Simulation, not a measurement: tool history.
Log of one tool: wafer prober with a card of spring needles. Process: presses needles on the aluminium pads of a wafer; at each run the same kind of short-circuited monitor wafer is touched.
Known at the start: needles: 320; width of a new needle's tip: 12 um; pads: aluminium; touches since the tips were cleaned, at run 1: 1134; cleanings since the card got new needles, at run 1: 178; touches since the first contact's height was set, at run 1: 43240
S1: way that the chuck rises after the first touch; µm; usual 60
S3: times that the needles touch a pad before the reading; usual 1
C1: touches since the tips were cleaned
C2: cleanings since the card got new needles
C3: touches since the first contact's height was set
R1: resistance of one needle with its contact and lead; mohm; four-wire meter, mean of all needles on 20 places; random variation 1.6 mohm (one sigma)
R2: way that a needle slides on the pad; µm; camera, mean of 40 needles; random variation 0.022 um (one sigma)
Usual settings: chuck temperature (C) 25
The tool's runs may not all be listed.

Run 1, hour 0.0: usual settings; C1 1134; C2 178; C3 43240. Result: R1 200 mohm, R2 15.77 µm.
At hour 5.3: tips cleaned on abrasive film.
At hour 12.4: tips cleaned on abrasive film.
At hour 21.1: tips cleaned on abrasive film.
At hour 29.9: tips cleaned on abrasive film.
At hour 36.9: tips cleaned on abrasive film.
At hour 37.2: height of the first contact set anew.
Run 2, hour 42.2: usual settings; C1 2554; C2 183; C3 2554. Result: R1 223 mohm, R2 16.10 µm.
At hour 45.8: tips cleaned on abrasive film.
At hour 54.6: tips cleaned on abrasive film.
At hour 63.4: tips cleaned on abrasive film.
At hour 70.4: tips cleaned on abrasive film.
At hour 79.2: tips cleaned on abrasive film.
Run 3, hour 79.8: usual settings; C1 284; C2 188; C3 21652. Result: R1 181 mohm, R2 15.93 µm.
At hour 86.8: tips cleaned on abrasive film.
At hour 93.9: tips cleaned on abrasive film.
At hour 102.7: tips cleaned on abrasive film.
Run 4, hour 103.3: usual settings; C1 335; C2 191; C3 33635. Result: R1 181 mohm, R2 15.86 µm.
At hour 110.3: tips cleaned on abrasive film.
At hour 117.4: tips cleaned on abrasive film.
At hour 126.0: tips cleaned on abrasive film.
Run 5, hour 126.0: usual settings but S1 44 µm; C1 0; C2 194; C3 45203. Result: R1 189 mohm, R2 11.47 µm.
At hour 134.8: tips cleaned on abrasive film.
At hour 143.6: tips cleaned on abrasive film.
At hour 152.4: tips cleaned on abrasive film.
Run 6, hour 157.6: usual settings but S1 44 µm, chuck temperature (C) 56; C1 2677; C2 197; C3 61318. Result: R1 289 mohm, R2 11.37 µm.
At hour 159.7: height of the first contact set anew.
At hour 161.5: tips cleaned on abrasive film.
At hour 168.5: tips cleaned on abrasive film.
At hour 177.3: tips cleaned on abrasive film.
Run 7, hour 178.7: usual settings but S3 3; C1 743; C2 200; C3 9671. Result: R1 181 mohm, R2 16.03 µm.
At hour 185.8: tips cleaned on abrasive film.
At hour 192.8: tips cleaned on abrasive film.
At hour 201.6: tips cleaned on abrasive film.
At hour 210.4: tips cleaned on abrasive film.
Run 8, hour 210.8: usual settings; C1 213; C2 204; C3 26001. Result: R1 184 mohm, R2 15.86 µm.
At hour 217.9: tips cleaned on abrasive film.
At hour 226.6: tips cleaned on abrasive film.
At hour 235.4: tips cleaned on abrasive film.
Run 9, hour 241.2: usual settings; C1 2979; C2 207; C3 41517. Result: R1 231 mohm, R2 15.79 µm.
At hour 243.1: tips cleaned on abrasive film.
At hour 250.1: tips cleaned on abrasive film.
At hour 258.9: tips cleaned on abrasive film.
At hour 267.7: tips cleaned on abrasive film.
At hour 275.5: tips cleaned on abrasive film.
Run 10, hour 275.5: usual settings; C1 0; C2 212; C3 58957. Result: R1 174 mohm, R2 15.66 µm.
At hour 282.8: height of the first contact set anew.
At hour 284.6: tips cleaned on abrasive film.
At hour 291.7: tips cleaned on abrasive film.
At hour 298.7: tips cleaned on abrasive film.
At hour 307.5: tips cleaned on abrasive film.
Run 11, hour 312.5: usual settings; C1 2543; C2 216; C3 15085. Result: R1 230 mohm, R2 15.97 µm.
At hour 316.0: tips cleaned on abrasive film.
At hour 323.1: tips cleaned on abrasive film.
At hour 330.2: tips cleaned on abrasive film.
Run 12, hour 336.2: usual settings; C1 3112; C2 219; C3 27156. Result: R1 236 mohm, R2 15.84 µm.
At hour 338.0: tips cleaned on abrasive film.
At hour 345.1: tips cleaned on abrasive film.
At hour 352.1: tips cleaned on abrasive film.
At hour 360.9: tips cleaned on abrasive film.
Run 13, hour 364.4: usual settings; C1 1788; C2 223; C3 41486. Result: R1 219 mohm, R2 15.78 µm.

Forecast run 14:
At hour 369.7: tips cleaned on abrasive film.
At hour 378.5: tips cleaned on abrasive film.
At hour 385.6: tips cleaned on abrasive film.
Run 14, hour 390.9: usual settings; C1 2765; C2 226; C3 55002. Result: R1 ?, R2 ?.

{"run 14": {"R1": 234, "R2": 15.67}}
Without the tool's hidden state the same run would have given R1 164 mohm, R2 16.06 µm.

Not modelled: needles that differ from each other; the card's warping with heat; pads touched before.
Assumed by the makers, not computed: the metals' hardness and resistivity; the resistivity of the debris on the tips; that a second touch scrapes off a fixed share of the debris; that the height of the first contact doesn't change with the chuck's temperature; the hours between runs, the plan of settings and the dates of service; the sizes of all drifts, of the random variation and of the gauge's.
